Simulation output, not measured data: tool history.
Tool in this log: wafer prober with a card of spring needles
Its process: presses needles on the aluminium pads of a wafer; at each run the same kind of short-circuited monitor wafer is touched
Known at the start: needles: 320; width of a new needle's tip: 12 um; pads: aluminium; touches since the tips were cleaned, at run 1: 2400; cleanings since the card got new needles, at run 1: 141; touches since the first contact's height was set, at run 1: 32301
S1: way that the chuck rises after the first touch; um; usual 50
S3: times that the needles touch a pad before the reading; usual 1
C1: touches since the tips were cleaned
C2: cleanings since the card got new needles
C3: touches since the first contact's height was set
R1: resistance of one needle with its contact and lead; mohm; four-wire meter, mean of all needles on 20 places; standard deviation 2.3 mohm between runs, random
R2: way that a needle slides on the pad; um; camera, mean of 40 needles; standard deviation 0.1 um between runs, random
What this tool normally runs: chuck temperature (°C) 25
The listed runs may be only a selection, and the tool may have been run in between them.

run 1 hour=0.0 | S1=50 chuck_temperature_(°C)=25 S3=1 | C1=2400 C2=141 C3=32301 | R1=314 R2=11.89
-- hour=1.6 tips cleaned on abrasive film
-- hour=9.5 tips cleaned on abrasive film
-- hour=15.7 tips cleaned on abrasive film
-- hour=22.0 tips cleaned on abrasive film
-- hour=28.3 tips cleaned on abrasive film
run 2 hour=33.9 | S1=50 chuck_temperature_(°C)=25 S3=1 | C1=2251 C2=146 C3=45537 | R1=313 R2=11.62
-- hour=35.6 tips cleaned on abrasive film
-- hour=41.8 tips cleaned on abrasive film
-- hour=48.1 tips cleaned on abrasive film
-- hour=54.4 tips cleaned on abrasive film
-- hour=62.2 tips cleaned on abrasive film
run 3 hour=65.5 | S1=50 chuck_temperature_(°C)=25 S3=1 | C1=1324 C2=151 C3=57845 | R1=298 R2=11.47
-- hour=68.7 tips cleaned on abrasive film
-- hour=75.0 tips cleaned on abrasive film
-- hour=82.8 tips cleaned on abrasive film
-- hour=90.6 tips cleaned on abrasive film
-- hour=98.4 tips cleaned on abrasive film
-- hour=104.7 tips cleaned on abrasive film
-- hour=110.9 tips cleaned on abrasive film
run 4 hour=111.8 | S1=36 chuck_temperature_(°C)=25 S3=1 | C1=341 C2=158 C3=75884 | R1=295 R2=7.94
-- hour=118.1 tips cleaned on abrasive film
-- hour=124.3 tips cleaned on abrasive film
-- hour=130.6 tips cleaned on abrasive film
run 5 hour=135.1 | S1=36 chuck_temperature_(°C)=25 S3=1 | C1=1775 C2=161 C3=84981 | R1=371 R2=7.85
-- hour=138.3 tips cleaned on abrasive film
-- hour=144.5 tips cleaned on abrasive film
-- hour=150.8 tips cleaned on abrasive film
-- hour=157.1 tips cleaned on abrasive film
run 6 hour=159.4 | S1=50 chuck_temperature_(°C)=25 S3=1 | C1=941 C2=165 C3=94465 | R1=300 R2=11.09
-- hour=164.2 tips cleaned on abrasive film
-- hour=170.4 tips cleaned on abrasive film
-- hour=176.7 tips cleaned on abrasive film
-- hour=183.0 tips cleaned on abrasive film
-- hour=189.6 tips cleaned on abrasive film
run 7 hour=189.6 | S1=50 chuck_temperature_(°C)=25 S3=1 | C1=0 C2=170 C3=106198 | R1=275 R2=10.83
-- hour=197.4 tips cleaned on abrasive film
-- hour=205.2 tips cleaned on abrasive film
-- hour=211.5 tips cleaned on abrasive film
-- hour=213.3 height of the first contact set anew
-- hour=218.0 tips cleaned on abrasive film
-- hour=224.3 tips cleaned on abrasive film
-- hour=230.6 tips cleaned on abrasive film
-- hour=238.4 tips cleaned on abrasive film
-- hour=244.6 tips cleaned on abrasive film
run 8 hour=245.9 | S1=50 chuck_temperature_(°C)=25 S3=1 | C1=505 C2=178 C3=12709 | R1=287 R2=11.93
-- hour=252.2 tips cleaned on abrasive film
-- hour=260.0 tips cleaned on abrasive film
-- hour=267.8 tips cleaned on abrasive film
-- hour=275.6 tips cleaned on abrasive film
-- hour=281.9 tips cleaned on abrasive film
-- hour=288.1 tips cleaned on abrasive film
run 9 hour=288.7 | S1=50 chuck_temperature_(°C)=25 S3=1 | C1=227 C2=184 C3=29412 | R1=283 R2=11.67
-- hour=295.0 tips cleaned on abrasive film
-- hour=301.2 tips cleaned on abrasive film
-- hour=307.5 tips cleaned on abrasive film
-- hour=315.3 tips cleaned on abrasive film
-- hour=321.6 tips cleaned on abrasive film
-- hour=329.4 tips cleaned on abrasive film
-- hour=335.7 tips cleaned on abrasive film
-- hour=343.5 tips cleaned on abrasive film
run 10 hour=345.0 | S1=50 chuck_temperature_(°C)=25 S3=1 | C1=621 C2=192 C3=51389 | R1=295 R2=11.58
-- hour=349.8 tips cleaned on abrasive film
-- hour=356.0 tips cleaned on abrasive film
-- hour=363.8 tips cleaned on abrasive film
-- hour=370.1 tips cleaned on abrasive film
-- hour=377.9 tips cleaned on abrasive film
-- hour=384.2 tips cleaned on abrasive film
-- hour=392.0 tips cleaned on abrasive film
run 11 hour=393.3 | S1=50 chuck_temperature_(°C)=25 S3=3 | C1=527 C2=199 C3=70226 | R1=275 R2=11.52
-- hour=399.6 tips cleaned on abrasive film
-- hour=405.9 tips cleaned on abrasive film
-- hour=412.1 tips cleaned on abrasive film
-- hour=418.4 tips cleaned on abrasive film
-- hour=424.7 tips cleaned on abrasive film
-- hour=430.9 tips cleaned on abrasive film
run 12 hour=433.0 | S1=50 chuck_temperature_(°C)=50 S3=1 | C1=835 C2=205 C3=85707 | R1=300 R2=11.25
-- hour=437.8 tips cleaned on abrasive film
-- hour=445.6 tips cleaned on abrasive film
-- hour=453.4 tips cleaned on abrasive film
-- hour=459.6 tips cleaned on abrasive film
-- hour=465.9 tips cleaned on abrasive film
-- hour=473.7 tips cleaned on abrasive film
run 13 hour=476.6 | S1=40 chuck_temperature_(°C)=123 S3=1 | C1=1123 C2=211 C3=102694 | R1=362 R2=8.91
-- hour=481.3 tips cleaned on abrasive film
-- hour=489.1 tips cleaned on abrasive film
-- hour=496.9 tips cleaned on abrasive film
-- hour=503.2 tips cleaned on abrasive film
-- hour=508.1 height of the first contact set anew
-- hour=511.3 tips cleaned on abrasive film
-- hour=517.5 tips cleaned on abrasive film
run 14 hour=520.4 | S1=70 chuck_temperature_(°C)=41 S3=1 | C1=1125 C2=217 C3=4786 | R1=282 R2=16.99
-- hour=525.1 tips cleaned on abrasive film
-- hour=532.9 tips cleaned on abrasive film
-- hour=540.7 tips cleaned on abrasive film
-- hour=548.5 tips cleaned on abrasive film
-- hour=554.8 tips cleaned on abrasive film
-- hour=561.1 tips cleaned on abrasive film
run 15 hour=567.0 | S1=46 chuck_temperature_(°C)=25 S3=1 | C1=2341 C2=223 C3=22994 | R1=343 R2=11.01
-- hour=568.6 tips cleaned on abrasive film
-- hour=574.9 tips cleaned on abrasive film
-- hour=581.1 tips cleaned on abrasive film
-- hour=587.4 tips cleaned on abrasive film
-- hour=595.2 tips cleaned on abrasive film
run 16 hour=600.6 | S1=59 chuck_temperature_(°C)=25 S3=2 | C1=2114 C2=228 C3=36091 | R1=293 R2=13.85
-- hour=602.2 tips cleaned on abrasive film
-- hour=608.5 tips cleaned on abrasive film
-- hour=616.3 tips cleaned on abrasive film
-- hour=622.5 tips cleaned on abrasive film
-- hour=628.8 tips cleaned on abrasive film
-- hour=635.1 tips cleaned on abrasive film
run 17 hour=640.8 | S1=59 chuck_temperature_(°C)=25 S3=2 | C1=2272 C2=234 C3=51789 | R1=293 R2=13.74
-- hour=642.5 tips cleaned on abrasive film
-- hour=648.7 tips cleaned on abrasive film
-- hour=656.5 tips cleaned on abrasive film
-- hour=662.8 tips cleaned on abrasive film
-- hour=669.1 tips cleaned on abrasive film
-- hour=675.3 tips cleaned on abrasive film
-- hour=683.1 tips cleaned on abrasive film
run 18 hour=688.8 | S1=45 chuck_temperature_(°C)=43 S3=2 | C1=2219 C2=241 C3=70485 | R1=323 R2=10.13
-- hour=690.4 tips cleaned on abrasive film
-- hour=696.7 tips cleaned on abrasive film
-- hour=702.9 tips cleaned on abrasive film
-- hour=709.2 tips cleaned on abrasive film
-- hour=715.5 tips cleaned on abrasive film
run 19 hour=716.0 | S1=45 chuck_temperature_(°C)=34 S3=2 | C1=232 C2=246 C3=81091 | R1=284 R2=10.18
-- hour=722.3 tips cleaned on abrasive film
-- hour=728.6 tips cleaned on abrasive film
-- hour=734.8 tips cleaned on abrasive film
-- hour=742.7 tips cleaned on abrasive film
run 20 hour=746.5 | S1=45 chuck_temperature_(°C)=34 S3=2 | C1=1508 C2=250 C3=92973 | R1=322 R2=10.02
-- hour=749.6 tips cleaned on abrasive film
-- hour=755.9 tips cleaned on abrasive film
-- hour=762.2 tips cleaned on abrasive film
-- hour=770.0 tips cleaned on abrasive film
-- hour=776.3 tips cleaned on abrasive film
run 21 hour=776.8 | S1=45 chuck_temperature_(°C)=34 S3=2 | C1=223 C2=255 C3=104791 | R1=284 R2=9.97
-- hour=783.1 tips cleaned on abrasive film
-- hour=789.4 tips cleaned on abrasive film
-- hour=795.6 tips cleaned on abrasive film
-- hour=801.9 tips cleaned on abrasive film
-- hour=803.7 height of the first contact set anew
-- hour=808.5 tips cleaned on abrasive film
run 22 hour=810.4 | S1=53 chuck_temperature_(°C)=66 S3=1 | C1=783 C2=260 C3=2614 | R1=309 R2=12.75

Predict each of these 3 candidate next runs independently; none follows another, all start after run 22:
-- hour=815.2 tips cleaned on abrasive film
-- hour=821.4 tips cleaned on abrasive film
-- hour=827.7 tips cleaned on abrasive film
-- hour=834.0 tips cleaned on abrasive film
-- hour=841.8 tips cleaned on abrasive film
-- hour=848.0 tips cleaned on abrasive film
run A hour=853.0 | S1=31 chuck_temperature_(°C)=25 S3=1 | C1=1971 C2=266 C3=19232 | R1=? R2=?
-- hour=815.2 tips cleaned on abrasive film
-- hour=821.4 tips cleaned on abrasive film
-- hour=827.7 tips cleaned on abrasive film
-- hour=834.0 tips cleaned on abrasive film
-- hour=841.8 tips cleaned on abrasive film
-- hour=848.0 tips cleaned on abrasive film
run B hour=853.0 | S1=53 chuck_temperature_(°C)=66 S3=1 | C1=1971 C2=266 C3=19232 | R1=? R2=?
-- hour=815.2 tips cleaned on abrasive film
-- hour=821.4 tips cleaned on abrasive film
-- hour=827.7 tips cleaned on abrasive film
-- hour=834.0 tips cleaned on abrasive film
-- hour=841.8 tips cleaned on abrasive film
-- hour=848.0 tips cleaned on abrasive film
run C hour=853.0 | S1=50 chuck_temperature_(°C)=25 S3=1 | C1=1971 C2=266 C3=19232 | R1=? R2=?

run=A R1=424 R2=7.34
run=B R1=323 R2=12.59
run=C R1=328 R2=11.96
What these runs would have given with no unlogged condition in the tool:
run=A R1=269 R2=7.50
run=B R1=267 R2=12.76
run=C R1=262 R2=12.12

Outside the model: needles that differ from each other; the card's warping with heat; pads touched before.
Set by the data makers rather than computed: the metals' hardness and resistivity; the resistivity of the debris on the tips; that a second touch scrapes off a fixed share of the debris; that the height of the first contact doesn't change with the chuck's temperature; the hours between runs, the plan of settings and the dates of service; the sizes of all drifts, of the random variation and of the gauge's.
